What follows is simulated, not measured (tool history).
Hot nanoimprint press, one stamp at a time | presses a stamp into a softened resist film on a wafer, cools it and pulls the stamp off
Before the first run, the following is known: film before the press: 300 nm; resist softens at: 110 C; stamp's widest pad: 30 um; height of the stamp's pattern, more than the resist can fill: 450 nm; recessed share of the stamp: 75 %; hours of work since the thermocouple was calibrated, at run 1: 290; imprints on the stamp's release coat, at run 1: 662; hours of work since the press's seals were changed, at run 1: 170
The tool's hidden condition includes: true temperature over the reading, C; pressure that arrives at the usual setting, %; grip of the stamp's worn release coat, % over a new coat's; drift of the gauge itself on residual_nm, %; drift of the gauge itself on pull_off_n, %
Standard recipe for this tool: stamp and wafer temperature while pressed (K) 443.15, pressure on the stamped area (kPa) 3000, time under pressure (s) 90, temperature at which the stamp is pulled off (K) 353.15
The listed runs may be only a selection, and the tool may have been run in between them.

run   hour  stamp and wafer temperature while pressed (K)  pressure on the stamped area (kPa)  time under pressure (s)  temperature at which the stamp is pulled off (K)  hours of work since the thermocouple was calibrated  imprints on the stamp's release coat  hours of work since the press's seals were changed  resist left under the stamp's widest pad (Å)  greatest force while the stamp is pulled off (N)
  1    0.0                                         443.15                                3000                       90                                            353.15                                                  290                                   662                                                 170                                          1503                                               137
  2   10.9                                         443.15                                3000                       90                                            353.15                                                  295                                   687                                                 175                                          1503                                               140
  3   21.4                                         443.15                                3000                       90                                            353.15                                                  299                                   710                                                 180                                          1513                                               140
  4   31.8                                         443.15                                3000                       90                                            353.15                                                  304                                   733                                                 185                                          1517                                               142
  5   40.4                                         443.15                                3000                       52                                            353.15                                                  308                                   752                                                 189                                          1808                                               139
  6   54.7                                         443.15                                3000                       90                                            349.15                                                  315                                   784                                                 196                                          1524                                               146
  7   66.6                                         432.15                                3000                       90                                            349.15                                                  320                                   811                                                 201                                          2494                                               151
  8   74.6                                         443.15                                3780                       90                                            353.15                                                  324                                   829                                                 205                                          1384                                               145
      78.9  -- plate thermocouple calibrated
  9   92.0                                         443.15                                3000                       90                                            353.15                                                    6                                   861                                                 211                                          1585                                               139
 10  103.2                                         443.15                                3000                       90                                            353.15                                                   11                                   886                                                 216                                          1604                                               146
 11  113.5                                         443.15                                3000                       90                                            353.15                                                   16                                   910                                                 221                                          1603                                               142
     121.0  -- stamp cleaned and given a new release coat
 12  128.9                                         443.15                                3000                       90                                            353.15                                                   20                                    18                                                 226                                          1598                                               133
 13  142.4                                         443.15                                3000                       90                                            353.15                                                   26                                    48                                                 232                                          1600                                               130
 14  150.8                                         447.15                                3660                      126                                            356.15                                                   30                                    67                                                 236                                          1023                                               123
     161.6  -- plate thermocouple calibrated, once more
 15  161.7                                         447.15                                3660                      126                                            356.15                                                    0                                    84                                                 239                                           915                                               118
 16  177.9                                         438.15                                2400                       90                                            353.15                                                    7                                   121                                                 247                                          2011                                               125
 17  188.5                                         450.15                                3000                       48                                            353.15                                                   12                                   144                                                 252                                          1207                                               126
 18  198.2                                         443.15                                2530                       90                                            353.15                                                   17                                   166                                                 256                                          1532                                               123
 19  207.7                                         443.15                                2460                       90                                            360.15                                                   21                                   187                                                 260                                          1584                                               115
 20  216.5                                         439.15                                3620                      169                                            357.15                                                   25                                   207                                                 264                                          1348                                               123
 21  230.0                                         439.15                                2620                      121                                            357.15                                                   31                                   237                                                 271                                          1723                                               119
 22  242.5                                         439.15                                2620                      121                                            357.15                                                   37                                   265                                                 276                                          1722                                               125
 23  254.5                                         443.15                                3000                       90                                            339.15                                                   43                                   292                                                 282                                          1438                                               159
 24  267.0                                         436.15                                2870                       90                                            352.15                                                   48                                   320                                                 288                                          2111                                               131

How would selected steps in resist left under the stamp's widest pad (Å) from run to run divide? Give the signed amount a tool lacking its hidden state would still show from settings, what came in and random variation, and the signed amount left for the hidden state, including any gauge scatter that is not in both of the compared results.
Run 7 -> 8: stamp and wafer temperature while pressed (K) 432.15 -> 443.15, pressure on the stamped area (kPa) 3000 -> 3780, temperature at which the stamp is pulled off (K) 349.15 -> 353.15. resist left under the stamp's widest pad (Å) -1110: hidden state +10, all else -1120.
Run 8 -> 9: pressure on the stamped area (kPa) 3780 -> 3000, plate thermocouple calibrated. resist left under the stamp's widest pad (Å) +201: hidden state +74, all else +127.
Run 14 -> 15: plate thermocouple calibrated, once more. resist left under the stamp's widest pad (Å) -108: hidden state -122, all else +14.
Run 15 -> 16: stamp and wafer temperature while pressed (K) 447.15 -> 438.15, pressure on the stamped area (kPa) 3660 -> 2400, time under pressure (s) 126 -> 90, temperature at which the stamp is pulled off (K) 356.15 -> 353.15. resist left under the stamp's widest pad (Å) +1096: hidden state +7, all else +1089.
